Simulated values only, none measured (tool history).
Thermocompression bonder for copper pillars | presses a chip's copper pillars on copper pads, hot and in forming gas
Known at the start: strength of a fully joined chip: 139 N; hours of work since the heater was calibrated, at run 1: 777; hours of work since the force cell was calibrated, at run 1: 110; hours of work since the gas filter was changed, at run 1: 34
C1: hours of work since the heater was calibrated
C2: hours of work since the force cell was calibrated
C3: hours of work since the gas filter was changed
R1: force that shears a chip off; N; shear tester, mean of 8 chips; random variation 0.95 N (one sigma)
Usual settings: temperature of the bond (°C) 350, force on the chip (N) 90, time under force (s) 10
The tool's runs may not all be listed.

{"run": 1, "hour": 0.0, "temperature of the bond (°C)": 350, "force on the chip (N)": 90, "time under force (s)": 10, "C1": 777, "C2": 110, "C3": 34, "R1": 83.3}
{"run": 2, "hour": 15.3, "temperature of the bond (°C)": 350, "force on the chip (N)": 90, "time under force (s)": 10, "C1": 784, "C2": 117, "C3": 41, "R1": 81.6}
{"run": 3, "hour": 34.5, "temperature of the bond (°C)": 350, "force on the chip (N)": 72, "time under force (s)": 10, "C1": 793, "C2": 126, "C3": 50, "R1": 73.6}
{"run": 4, "hour": 52.4, "temperature of the bond (°C)": 350, "force on the chip (N)": 72, "time under force (s)": 20, "C1": 802, "C2": 135, "C3": 59, "R1": 91.2}
{"run": 5, "hour": 63.3, "temperature of the bond (°C)": 350, "force on the chip (N)": 72, "time under force (s)": 20, "C1": 807, "C2": 140, "C3": 64, "R1": 87.3}
{"run": 6, "hour": 72.2, "temperature of the bond (°C)": 350, "force on the chip (N)": 90, "time under force (s)": 7, "C1": 811, "C2": 144, "C3": 68, "R1": 72.4}
{"run": 7, "hour": 91.4, "temperature of the bond (°C)": 350, "force on the chip (N)": 90, "time under force (s)": 7, "C1": 820, "C2": 153, "C3": 77, "R1": 72.6}
{"run": 8, "hour": 106.3, "temperature of the bond (°C)": 350, "force on the chip (N)": 90, "time under force (s)": 7, "C1": 827, "C2": 159, "C3": 83, "R1": 70.8}
{"run": 9, "hour": 127.7, "temperature of the bond (°C)": 350, "force on the chip (N)": 90, "time under force (s)": 7, "C1": 836, "C2": 169, "C3": 93, "R1": 71.1}
{"run": 10, "hour": 139.8, "temperature of the bond (°C)": 350, "force on the chip (N)": 90, "time under force (s)": 7, "C1": 842, "C2": 175, "C3": 99, "R1": 71.7}
{"run": 11, "hour": 152.2, "temperature of the bond (°C)": 350, "force on the chip (N)": 90, "time under force (s)": 7, "C1": 848, "C2": 181, "C3": 105, "R1": 71.8}
{"run": 12, "hour": 167.0, "temperature of the bond (°C)": 350, "force on the chip (N)": 90, "time under force (s)": 7, "C1": 855, "C2": 188, "C3": 111, "R1": 70.5}
{"run": 13, "hour": 184.3, "temperature of the bond (°C)": 350, "force on the chip (N)": 90, "time under force (s)": 10, "C1": 863, "C2": 196, "C3": 120, "R1": 78.7}
{"hour": 187.2, "done": "heater calibrated with a thermocouple chip"}
{"run": 14, "hour": 202.3, "temperature of the bond (°C)": 350, "force on the chip (N)": 90, "time under force (s)": 10, "C1": 7, "C2": 203, "C3": 127, "R1": 77.1}
{"run": 15, "hour": 214.9, "temperature of the bond (°C)": 350, "force on the chip (N)": 90, "time under force (s)": 28, "C1": 13, "C2": 209, "C3": 133, "R1": 101.3}
{"run": 16, "hour": 225.1, "temperature of the bond (°C)": 350, "force on the chip (N)": 90, "time under force (s)": 28, "C1": 18, "C2": 214, "C3": 137, "R1": 102.9}
{"run": 17, "hour": 235.1, "temperature of the bond (°C)": 350, "force on the chip (N)": 90, "time under force (s)": 28, "C1": 22, "C2": 218, "C3": 142, "R1": 100.3}
{"hour": 244.0, "done": "forming gas filter changed"}
{"run": 18, "hour": 247.8, "temperature of the bond (°C)": 350, "force on the chip (N)": 90, "time under force (s)": 28, "C1": 28, "C2": 224, "C3": 2, "R1": 106.3}
{"run": 19, "hour": 261.9, "temperature of the bond (°C)": 350, "force on the chip (N)": 90, "time under force (s)": 28, "C1": 34, "C2": 230, "C3": 8, "R1": 104.5}
{"run": 20, "hour": 271.2, "temperature of the bond (°C)": 350, "force on the chip (N)": 90, "time under force (s)": 28, "C1": 39, "C2": 235, "C3": 13, "R1": 104.9}
{"run": 21, "hour": 285.8, "temperature of the bond (°C)": 345, "force on the chip (N)": 69, "time under force (s)": 24, "C1": 45, "C2": 241, "C3": 19, "R1": 84.7}
{"run": 22, "hour": 294.7, "temperature of the bond (°C)": 345, "force on the chip (N)": 69, "time under force (s)": 24, "C1": 49, "C2": 245, "C3": 23, "R1": 84.3}
{"run": 23, "hour": 308.4, "temperature of the bond (°C)": 365, "force on the chip (N)": 72, "time under force (s)": 6, "C1": 56, "C2": 252, "C3": 30, "R1": 67.5}
{"hour": 317.6, "done": "heater calibrated with a thermocouple chip, once more"}
{"run": 24, "hour": 321.6, "temperature of the bond (°C)": 366, "force on the chip (N)": 90, "time under force (s)": 14, "C1": 2, "C2": 257, "C3": 35, "R1": 103.5}
{"run": 25, "hour": 342.1, "temperature of the bond (°C)": 366, "force on the chip (N)": 90, "time under force (s)": 14, "C1": 11, "C2": 266, "C3": 44, "R1": 101.5}
{"run": 26, "hour": 360.3, "temperature of the bond (°C)": 350, "force on the chip (N)": 69, "time under force (s)": 10, "C1": 20, "C2": 275, "C3": 53, "R1": 72.2}
{"run": 27, "hour": 377.7, "temperature of the bond (°C)": 350, "force on the chip (N)": 90, "time under force (s)": 26, "C1": 28, "C2": 283, "C3": 61, "R1": 108.4}
{"run": 28, "hour": 395.6, "temperature of the bond (°C)": 350, "force on the chip (N)": 74, "time under force (s)": 12, "C1": 36, "C2": 291, "C3": 69, "R1": 80.3}
{"run": 29, "hour": 408.9, "temperature of the bond (°C)": 328, "force on the chip (N)": 126, "time under force (s)": 10, "C1": 42, "C2": 297, "C3": 75, "R1": 82.9}
{"run": 30, "hour": 419.4, "temperature of the bond (°C)": 378, "force on the chip (N)": 61, "time under force (s)": 6, "C1": 47, "C2": 302, "C3": 80, "R1": 73.5}
{"run": 31, "hour": 437.6, "temperature of the bond (°C)": 378, "force on the chip (N)": 61, "time under force (s)": 6, "C1": 56, "C2": 311, "C3": 89, "R1": 73.8}
{"run": 32, "hour": 450.0, "temperature of the bond (°C)": 350, "force on the chip (N)": 90, "time under force (s)": 7, "C1": 61, "C2": 316, "C3": 94, "R1": 74.9}
{"run": 33, "hour": 462.7, "temperature of the bond (°C)": 365, "force on the chip (N)": 90, "time under force (s)": 20, "C1": 67, "C2": 322, "C3": 100, "R1": 110.3}
{"run": 34, "hour": 481.2, "temperature of the bond (°C)": 356, "force on the chip (N)": 77, "time under force (s)": 21, "C1": 76, "C2": 331, "C3": 109, "R1": 96.3}
{"run": 35, "hour": 495.2, "temperature of the bond (°C)": 356, "force on the chip (N)": 77, "time under force (s)": 21, "C1": 82, "C2": 337, "C3": 115, "R1": 97.5}
{"run": 36, "hour": 510.1, "temperature of the bond (°C)": 363, "force on the chip (N)": 58, "time under force (s)": 27, "C1": 89, "C2": 344, "C3": 122, "R1": 98.7}
{"run": 37, "hour": 526.7, "temperature of the bond (°C)": 363, "force on the chip (N)": 58, "time under force (s)": 6, "C1": 97, "C2": 352, "C3": 130, "R1": 60.8}
{"run": 38, "hour": 546.9, "temperature of the bond (°C)": 363, "force on the chip (N)": 58, "time under force (s)": 6, "C1": 106, "C2": 361, "C3": 139, "R1": 62.3}

Forecast run 39:
{"hour": 561.8, "done": "forming gas filter changed"}
{"run": 39, "hour": 561.8, "temperature of the bond (°C)": 362, "force on the chip (N)": 88, "time under force (s)": 21, "C1": 113, "C2": 368, "C3": 0, "R1": "?"}

Run 39 gave R1 110.3 N.
Without the tool's hidden state the same run would have given R1 110.7 N.
